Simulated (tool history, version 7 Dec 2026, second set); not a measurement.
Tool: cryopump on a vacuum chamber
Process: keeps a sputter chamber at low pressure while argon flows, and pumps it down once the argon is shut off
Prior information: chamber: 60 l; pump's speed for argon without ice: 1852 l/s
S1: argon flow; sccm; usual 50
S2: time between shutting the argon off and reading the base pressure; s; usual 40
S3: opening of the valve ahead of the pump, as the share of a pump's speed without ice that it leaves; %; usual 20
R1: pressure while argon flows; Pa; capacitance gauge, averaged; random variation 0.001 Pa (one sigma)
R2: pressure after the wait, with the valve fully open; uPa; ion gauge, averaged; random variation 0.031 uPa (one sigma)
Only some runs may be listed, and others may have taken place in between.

| run | hour | S1 | S2 | S3 | R1 | R2 |
|---|---|---|---|---|---|---|
| 1 | 0.0 | 50 | 40 | 20 | 0.2344 | 2.45 |
| 2 | 10.4 | 50 | 40 | 20 | 0.2346 | 2.45 |
| 3 | 35.0 | 50 | 40 | 20 | 0.2347 | 2.48 |
| 4 | 47.7 | 50 | 40 | 20 | 0.2353 | 2.57 |
| 5 | 64.3 | 50 | 40 | 20 | 0.2348 | 2.54 |
| 6 | 86.0 | 50 | 40 | 20 | 0.2353 | 2.51 |
| 7 | 102.5 | 50 | 98 | 20 | 0.2385 | 1.66 |
| 8 | 123.2 | 50 | 98 | 20 | 0.2357 | 1.69 |
| 9 | 135.0 | 50 | 98 | 20 | 0.2352 | 1.68 |
| 10 | 159.7 | 50 | 98 | 20 | 0.2349 | 1.77 |
| 11 | 172.1 | 50 | 98 | 20 | 0.2349 | 1.82 |
| 12 | 185.8 | 50 | 98 | 20 | 0.2359 | 1.80 |
| 13 | 198.5 | 50 | 98 | 20 | 0.2380 | 1.84 |
| 14 | 215.0 | 50 | 206 | 41 | 0.1203 | 1.54 |
| 15 | 239.1 | 50 | 206 | 41 | 0.1202 | 1.54 |

Each row is a separate what-if for the run after 15, all from the same tool condition, not one after another. Results?
| A | 249.8 | 28 | 46 | 16 | ? | ? |
| B | 249.8 | 50 | 43 | 41 | ? | ? |
| C | 249.8 | 50 | 32 | 19 | ? | ? |
| D | 249.8 | 40 | 230 | 21 | ? | ? |

| run | R1 | R2 |
|---|---|---|
| A | 0.1671 | 2.49 |
| B | 0.1196 | 2.64 |
| C | 0.2499 | 3.03 |
| D | 0.1808 | 1.50 |
Had the tool no hidden state, the same runs would have come out as:
| run | R1 | R2 |
|---|---|---|
| A | 0.1621 | 1.39 |
| B | 0.1107 | 1.52 |
| C | 0.2409 | 1.91 |
| D | 0.1737 | 0.42 |
